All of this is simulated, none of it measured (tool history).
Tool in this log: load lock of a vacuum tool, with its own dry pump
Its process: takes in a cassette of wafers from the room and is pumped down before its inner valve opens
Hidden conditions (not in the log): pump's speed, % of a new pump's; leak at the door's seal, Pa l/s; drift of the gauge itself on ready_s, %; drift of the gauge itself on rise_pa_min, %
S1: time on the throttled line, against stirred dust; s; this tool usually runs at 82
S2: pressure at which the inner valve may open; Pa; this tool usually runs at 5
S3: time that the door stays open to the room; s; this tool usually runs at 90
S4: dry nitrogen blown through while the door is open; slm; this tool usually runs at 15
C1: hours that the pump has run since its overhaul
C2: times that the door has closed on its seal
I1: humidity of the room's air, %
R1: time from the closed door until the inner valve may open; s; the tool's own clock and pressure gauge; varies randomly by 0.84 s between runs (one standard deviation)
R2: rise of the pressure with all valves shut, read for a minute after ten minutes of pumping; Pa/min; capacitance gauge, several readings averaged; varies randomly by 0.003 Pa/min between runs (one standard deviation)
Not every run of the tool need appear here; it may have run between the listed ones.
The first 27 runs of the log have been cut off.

run,day,S1,S2,S3,S4,C1,C2,I1,R1,R2
28,419.288,76,4,132,10,5960,22517,44.2,129.5,0.205
29,439.633,82,5,38,40,6448,24528,45.6,134.7,0.191
30,451.258,82,5,50,41,6727,25677,47,134.5,0.196
31,464.542,82,5,120,13,7046,26991,47,133.9,0.247
32,478.329,82,5,120,13,7377,28354,44.2,133.5,0.264
33,500.308,51,5,120,13,7904,30527,46,109.2,0.286
34,510.346,51,5,120,13,8145,31519,42.9,109.6,0.302
35,527.533,44,5,90,4,8558,33219,44.7,105.3,0.336
36,543.696,133,5,33,15,8946,34817,48.8,175.9,0.329
37,558.221,67,5,218,6,9294,36253,46.2,123.7,0.392

4 options for the next run, each taken on its own from the tool as it stands now. Forecast them:
A,568.475,82,5,145,33,9540,37266,42.8,?,?
B,568.475,88,5,218,10,9540,37266,46.8,?,?
C,568.475,82,5,25,26,9540,37266,42.7,?,?
D,568.475,110,5,91,15,9540,37266,44,?,?

run,R1,R2
A,137.7,0.371
B,142.1,0.407
C,135.3,0.359
D,157.6,0.38
Stripped of hidden state, with their random variation kept, the same runs would have yielded:
run,R1,R2
A,133.7,0.033
B,138.4,0.069
C,131.4,0.021
D,154.1,0.043
